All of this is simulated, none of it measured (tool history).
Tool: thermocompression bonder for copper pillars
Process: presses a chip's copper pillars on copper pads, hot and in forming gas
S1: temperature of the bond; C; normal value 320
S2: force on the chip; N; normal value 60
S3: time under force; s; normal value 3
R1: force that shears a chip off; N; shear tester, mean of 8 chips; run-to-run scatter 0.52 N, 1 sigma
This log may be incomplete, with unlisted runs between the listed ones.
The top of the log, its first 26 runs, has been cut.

Run 27, hour 1385.3: usual settings but S2 68 N, S3 4 s. Result: R1 87.6 N.
Run 28, hour 1418.3: usual settings but S1 310 C, S2 43 N, S3 4 s. Result: R1 68.6 N.
Run 29, hour 1456.8: usual settings but S1 310 C, S2 43 N, S3 4 s. Result: R1 68.3 N.
Run 30, hour 1505.9: usual settings but S1 310 C, S2 43 N, S3 4 s. Result: R1 67.8 N.
Run 31, hour 1544.1: usual settings but S1 310 C, S2 43 N, S3 4 s. Result: R1 68.7 N.
Run 32, hour 1577.9: usual settings but S1 344 C, S2 38 N. Result: R1 77.6 N.
Run 33, hour 1614.1: usual settings but S1 314 C, S2 71 N, S3 4 s. Result: R1 83.2 N.
At hour 1668.7: heater calibrated with a thermocouple chip.
Run 34, hour 1685.6: usual settings but S1 343 C, S2 62 N, S3 2 s. Result: R1 76.3 N.
At hour 1759.2: forming gas filter changed.
Run 35, hour 1766.0: usual settings but S1 345 C, S2 62 N, S3 5 s. Result: R1 101.5 N.
Run 36, hour 1802.8: usual settings but S1 345 C, S2 62 N, S3 5 s. Result: R1 99.7 N.
Run 37, hour 1862.1: usual settings but S1 345 C, S2 62 N, S3 5 s. Result: R1 97.6 N.
Run 38, hour 1919.6: usual settings but S1 315 C, S3 2 s. Result: R1 66.1 N.
Run 39, hour 1986.3: usual settings but S1 340 C. Result: R1 86.9 N.
Run 40, hour 2046.1: usual settings but S1 340 C. Result: R1 85.6 N.

Predict each of these 4 candidate next runs independently; none follows another, all start after run 40:
Run A, hour 2104.2: usual settings but S1 347 C, S2 61 N. Result: R1 ?.
Run B, hour 2104.2: usual settings but S1 345 C. Result: R1 ?.
Run C, hour 2104.2: usual settings but S1 309 C, S2 39 N, S3 8 s. Result: R1 ?.
Run D, hour 2104.2: usual settings but S1 302 C, S2 71 N, S3 4 s. Result: R1 ?.

run    R1
  A  88.5
  B  87.8
  C  75.2
  D  74.2
With no hidden state in the tool, these same runs would have given:
run    R1
  A  91.7
  B  90.8
  C  76.5
  D  75.4

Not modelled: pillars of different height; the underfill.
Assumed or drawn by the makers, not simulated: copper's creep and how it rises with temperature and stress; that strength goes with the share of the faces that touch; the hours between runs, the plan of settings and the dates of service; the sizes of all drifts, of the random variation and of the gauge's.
